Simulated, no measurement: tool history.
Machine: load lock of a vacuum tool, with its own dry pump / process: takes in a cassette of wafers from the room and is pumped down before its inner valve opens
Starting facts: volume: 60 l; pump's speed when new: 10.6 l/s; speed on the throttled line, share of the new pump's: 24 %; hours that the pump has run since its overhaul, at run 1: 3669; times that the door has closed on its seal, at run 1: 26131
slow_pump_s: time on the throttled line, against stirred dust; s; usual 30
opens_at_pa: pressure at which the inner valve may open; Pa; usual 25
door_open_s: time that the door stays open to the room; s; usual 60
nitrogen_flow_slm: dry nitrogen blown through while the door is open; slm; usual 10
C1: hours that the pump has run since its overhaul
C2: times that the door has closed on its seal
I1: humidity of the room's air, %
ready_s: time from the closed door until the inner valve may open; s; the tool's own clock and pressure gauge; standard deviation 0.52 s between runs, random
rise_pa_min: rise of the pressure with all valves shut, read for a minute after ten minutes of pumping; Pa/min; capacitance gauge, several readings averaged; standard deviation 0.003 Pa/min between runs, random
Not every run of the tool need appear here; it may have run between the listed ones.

{"run": 1, "hour": 0.0, "slow_pump_s": 30, "opens_at_pa": 25, "door_open_s": 60, "nitrogen_flow_slm": 10, "C1": 3669, "C2": 26131, "I1": 46.7, "ready_s": 70.6, "rise_pa_min": 0.369}
{"run": 2, "hour": 337.3, "slow_pump_s": 30, "opens_at_pa": 25, "door_open_s": 43, "nitrogen_flow_slm": 10, "C1": 4006, "C2": 27340, "I1": 44, "ready_s": 70.7, "rise_pa_min": 0.374}
{"hour": 460.1, "done": "door's seal changed, seat wiped"}
{"run": 3, "hour": 722.4, "slow_pump_s": 30, "opens_at_pa": 25, "door_open_s": 43, "nitrogen_flow_slm": 10, "C1": 4390, "C2": 940, "I1": 46.9, "ready_s": 71.9, "rise_pa_min": 0.035}
{"run": 4, "hour": 1067.1, "slow_pump_s": 30, "opens_at_pa": 41, "door_open_s": 60, "nitrogen_flow_slm": 10, "C1": 4735, "C2": 2176, "I1": 44.8, "ready_s": 69, "rise_pa_min": 0.041}
{"run": 5, "hour": 1305.0, "slow_pump_s": 30, "opens_at_pa": 25, "door_open_s": 60, "nitrogen_flow_slm": 10, "C1": 4973, "C2": 3028, "I1": 44.7, "ready_s": 71.7, "rise_pa_min": 0.043}
{"run": 6, "hour": 1568.6, "slow_pump_s": 30, "opens_at_pa": 25, "door_open_s": 60, "nitrogen_flow_slm": 10, "C1": 5236, "C2": 3973, "I1": 47.8, "ready_s": 71.8, "rise_pa_min": 0.052}
{"run": 7, "hour": 1859.1, "slow_pump_s": 30, "opens_at_pa": 25, "door_open_s": 60, "nitrogen_flow_slm": 10, "C1": 5527, "C2": 5014, "I1": 45.3, "ready_s": 72.2, "rise_pa_min": 0.054}
{"run": 8, "hour": 2296.2, "slow_pump_s": 30, "opens_at_pa": 25, "door_open_s": 60, "nitrogen_flow_slm": 10, "C1": 5964, "C2": 6580, "I1": 46.3, "ready_s": 72, "rise_pa_min": 0.067}
{"run": 9, "hour": 2527.2, "slow_pump_s": 30, "opens_at_pa": 25, "door_open_s": 60, "nitrogen_flow_slm": 10, "C1": 6195, "C2": 7408, "I1": 44.9, "ready_s": 72.6, "rise_pa_min": 0.074}
{"run": 10, "hour": 2890.6, "slow_pump_s": 17, "opens_at_pa": 25, "door_open_s": 60, "nitrogen_flow_slm": 10, "C1": 6558, "C2": 8710, "I1": 47.1, "ready_s": 62.3, "rise_pa_min": 0.081}
{"run": 11, "hour": 3120.5, "slow_pump_s": 30, "opens_at_pa": 25, "door_open_s": 209, "nitrogen_flow_slm": 10, "C1": 6788, "C2": 9534, "I1": 44.5, "ready_s": 72.5, "rise_pa_min": 0.123}
{"run": 12, "hour": 3312.2, "slow_pump_s": 30, "opens_at_pa": 25, "door_open_s": 209, "nitrogen_flow_slm": 10, "C1": 6980, "C2": 10221, "I1": 46.3, "ready_s": 73.2, "rise_pa_min": 0.129}
{"run": 13, "hour": 3555.5, "slow_pump_s": 30, "opens_at_pa": 25, "door_open_s": 60, "nitrogen_flow_slm": 10, "C1": 7223, "C2": 11092, "I1": 48.1, "ready_s": 72.9, "rise_pa_min": 0.107}
{"run": 14, "hour": 3993.4, "slow_pump_s": 50, "opens_at_pa": 25, "door_open_s": 60, "nitrogen_flow_slm": 10, "C1": 7661, "C2": 12662, "I1": 42.9, "ready_s": 88, "rise_pa_min": 0.119}
{"run": 15, "hour": 4270.9, "slow_pump_s": 50, "opens_at_pa": 24, "door_open_s": 60, "nitrogen_flow_slm": 10, "C1": 7938, "C2": 13656, "I1": 43.5, "ready_s": 88.3, "rise_pa_min": 0.129}
{"run": 16, "hour": 4654.5, "slow_pump_s": 50, "opens_at_pa": 24, "door_open_s": 60, "nitrogen_flow_slm": 10, "C1": 8322, "C2": 15031, "I1": 46.7, "ready_s": 89.4, "rise_pa_min": 0.146}
{"run": 17, "hour": 4957.2, "slow_pump_s": 30, "opens_at_pa": 25, "door_open_s": 60, "nitrogen_flow_slm": 10, "C1": 8625, "C2": 16115, "I1": 43, "ready_s": 73, "rise_pa_min": 0.161}
{"run": 18, "hour": 5168.2, "slow_pump_s": 42, "opens_at_pa": 25, "door_open_s": 60, "nitrogen_flow_slm": 10, "C1": 8836, "C2": 16871, "I1": 43.4, "ready_s": 83, "rise_pa_min": 0.168}
{"run": 19, "hour": 5364.2, "slow_pump_s": 30, "opens_at_pa": 25, "door_open_s": 60, "nitrogen_flow_slm": 10, "C1": 9032, "C2": 17574, "I1": 41.2, "ready_s": 73, "rise_pa_min": 0.174}
{"run": 20, "hour": 5714.7, "slow_pump_s": 34, "opens_at_pa": 23, "door_open_s": 109, "nitrogen_flow_slm": 41, "C1": 9382, "C2": 18830, "I1": 46.2, "ready_s": 76.1, "rise_pa_min": 0.189}
{"run": 21, "hour": 6016.7, "slow_pump_s": 35, "opens_at_pa": 47, "door_open_s": 62, "nitrogen_flow_slm": 5, "C1": 9684, "C2": 19912, "I1": 43.5, "ready_s": 74.4, "rise_pa_min": 0.218}
{"run": 22, "hour": 6306.6, "slow_pump_s": 42, "opens_at_pa": 46, "door_open_s": 150, "nitrogen_flow_slm": 32, "C1": 9974, "C2": 20951, "I1": 46.8, "ready_s": 77.9, "rise_pa_min": 0.218}
{"run": 23, "hour": 6615.1, "slow_pump_s": 42, "opens_at_pa": 46, "door_open_s": 150, "nitrogen_flow_slm": 32, "C1": 10283, "C2": 22056, "I1": 44.8, "ready_s": 79.2, "rise_pa_min": 0.243}
{"run": 24, "hour": 7056.8, "slow_pump_s": 42, "opens_at_pa": 46, "door_open_s": 150, "nitrogen_flow_slm": 32, "C1": 10724, "C2": 23639, "I1": 45, "ready_s": 78.9, "rise_pa_min": 0.268}
{"run": 25, "hour": 7506.5, "slow_pump_s": 42, "opens_at_pa": 46, "door_open_s": 150, "nitrogen_flow_slm": 32, "C1": 11174, "C2": 25250, "I1": 44.1, "ready_s": 78.9, "rise_pa_min": 0.291}
{"run": 26, "hour": 7877.1, "slow_pump_s": 42, "opens_at_pa": 37, "door_open_s": 150, "nitrogen_flow_slm": 32, "C1": 11545, "C2": 26578, "I1": 43, "ready_s": 80.5, "rise_pa_min": 0.315}
{"hour": 8209.7, "done": "door's seal changed, seat wiped"}
{"run": 27, "hour": 8215.9, "slow_pump_s": 42, "opens_at_pa": 37, "door_open_s": 150, "nitrogen_flow_slm": 32, "C1": 11882, "C2": 22, "I1": 46.2, "ready_s": 80.5, "rise_pa_min": 0.032}
{"run": 28, "hour": 8472.4, "slow_pump_s": 30, "opens_at_pa": 43, "door_open_s": 60, "nitrogen_flow_slm": 10, "C1": 12138, "C2": 941, "I1": 45.5, "ready_s": 70.6, "rise_pa_min": 0.035}

Run 29 has not been measured yet. What should we expect?
{"run": 29, "hour": 8883.1, "slow_pump_s": 16, "opens_at_pa": 25, "door_open_s": 60, "nitrogen_flow_slm": 10, "C1": 12549, "C2": 2413, "I1": 42.2, "ready_s": "?", "rise_pa_min": "?"}

Run 29 yielded ready_s 64.2 s, rise_pa_min 0.038 Pa/min.
Minus the tool's unlogged condition, the same run would have read ready_s 59.3 s, rise_pa_min 0.028 Pa/min.
